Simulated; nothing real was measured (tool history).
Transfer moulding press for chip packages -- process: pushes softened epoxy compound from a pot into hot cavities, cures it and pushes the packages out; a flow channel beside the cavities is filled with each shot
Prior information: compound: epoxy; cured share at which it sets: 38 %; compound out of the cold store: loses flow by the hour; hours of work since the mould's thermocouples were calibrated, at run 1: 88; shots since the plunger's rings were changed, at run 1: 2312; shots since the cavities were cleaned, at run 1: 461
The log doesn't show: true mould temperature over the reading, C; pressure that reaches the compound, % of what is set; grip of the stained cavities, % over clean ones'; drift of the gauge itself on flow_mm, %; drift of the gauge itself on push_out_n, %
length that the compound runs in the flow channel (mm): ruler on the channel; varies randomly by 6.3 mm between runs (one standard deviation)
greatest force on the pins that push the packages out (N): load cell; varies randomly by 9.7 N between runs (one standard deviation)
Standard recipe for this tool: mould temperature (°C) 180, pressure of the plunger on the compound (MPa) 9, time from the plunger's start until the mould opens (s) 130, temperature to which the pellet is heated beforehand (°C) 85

| run | hour | mould temperature (°C) | pressure of the plunger on the compound (MPa) | time from the plunger's start until the mould opens (s) | temperature to which the pellet is heated beforehand (°C) | hours of work since the mould's thermocouples were calibrated | shots since the plunger's rings were changed | shots since the cavities were cleaned | incoming compound's hours out of the cold store | length that the compound runs in the flow channel (mm) | greatest force on the pins that push the packages out (N) |
|---|---|---|---|---|---|---|---|---|---|---|---|
| 1 | 0 | 180 | 9 | 130 | 85 | 88 | 2312 | 461 | 29 | 674 | 642 |
|  | 12.2 | cavities cleaned with cleaning compound and waxed |
| 2 | 22 | 180 | 9 | 130 | 76 | 104 | 2547 | 112 | 26.3 | 682 | 509 |
| 3 | 32 | 180 | 9 | 130 | 76 | 111 | 2663 | 228 | 41.5 | 657 | 558 |
| 4 | 49.4 | 180 | 9 | 130 | 85 | 125 | 2863 | 428 | 16.7 | 697 | 651 |
|  | 63.5 | cavities cleaned with cleaning compound and waxed |
| 5 | 63.5 | 180 | 9 | 120 | 85 | 134 | 3008 | 0 | 42.6 | 629 | 509 |
| 6 | 76.8 | 180 | 9 | 130 | 92 | 145 | 3161 | 153 | 29.6 | 652 | 551 |
|  | 79.9 | mould's thermocouples calibrated |
| 7 | 100 | 180 | 9 | 130 | 85 | 15 | 3405 | 397 | 40.1 | 651 | 632 |
|  | 117.2 | cavities cleaned with cleaning compound and waxed |
| 8 | 118.5 | 180 | 9 | 130 | 90 | 29 | 3600 | 15 | 26.9 | 658 | 472 |
| 9 | 130 | 180 | 9 | 130 | 90 | 37 | 3733 | 148 | 33.7 | 644 | 541 |
| 10 | 149.6 | 180 | 9 | 130 | 85 | 52 | 3957 | 372 | 42 | 634 | 627 |
| 11 | 160.9 | 180 | 9 | 130 | 85 | 61 | 4087 | 502 | 12.7 | 687 | 704 |
|  | 168.9 | cavities cleaned with cleaning compound and waxed |
| 12 | 184.3 | 186 | 6.96 | 165 | 89 | 78 | 4340 | 178 | 23.2 | 549 | 417 |
| 13 | 195 | 186 | 6.96 | 165 | 89 | 86 | 4462 | 300 | 32.4 | 546 | 468 |
|  | 205.3 | mould's thermocouples calibrated, once more |
| 14 | 218.8 | 186 | 6.96 | 165 | 89 | 10 | 4713 | 551 | 45.1 | 521 | 522 |
|  | 222.4 | cavities cleaned with cleaning compound and waxed |
| 15 | 232.2 | 177 | 8.73 | 165 | 87 | 20 | 4850 | 113 | 44.9 | 616 | 437 |
| 16 | 241.7 | 177 | 8.73 | 165 | 87 | 27 | 4959 | 222 | 21.3 | 657 | 501 |
| 17 | 251.5 | 176 | 10.14 | 140 | 85 | 34 | 5072 | 335 | 18.2 | 712 | 716 |
| 18 | 270 | 176 | 10.14 | 140 | 85 | 49 | 5285 | 548 | 32.6 | 692 | 731 |
|  | 274.4 | cavities cleaned with cleaning compound and waxed |
| 19 | 292.4 | 180 | 7.69 | 138 | 88 | 65 | 5525 | 207 | 8.6 | 608 | 523 |
| 20 | 313.7 | 180 | 7.69 | 138 | 88 | 81 | 5770 | 452 | 45.4 | 553 | 583 |
|  | 326.3 | cavities cleaned with cleaning compound and waxed |
|  | 334.3 | plunger's sealing rings changed |
| 21 | 337.7 | 182 | 9 | 158 | 85 | 96 | 39 | 102 | 19.9 | 719 | 430 |
| 22 | 359.4 | 175 | 9 | 119 | 85 | 113 | 288 | 351 | 21 | 743 | 1021 |

3 options for the next run, each taken on its own from the tool as it stands now. Forecast them:
| A | 373 | 175 | 8.08 | 119 | 85 | 124 | 445 | 508 | 42.5 | ? | ? |
| B | 373 | 175 | 9.47 | 129 | 85 | 124 | 445 | 508 | 18.1 | ? | ? |
| C | 373 | 177 | 8.08 | 130 | 85 | 124 | 445 | 508 | 35.1 | ? | ? |

| run | length that the compound runs in the flow channel (mm) | greatest force on the pins that push the packages out (N) |
|---|---|---|
| A | 669 | 1040 |
| B | 761 | 996 |
| C | 678 | 781 |
Had the tool no hidden state, the same runs would have come out as:
| run | length that the compound runs in the flow channel (mm) | greatest force on the pins that push the packages out (N) |
|---|---|---|
| A | 675 | 697 |
| B | 767 | 669 |
| C | 684 | 526 |
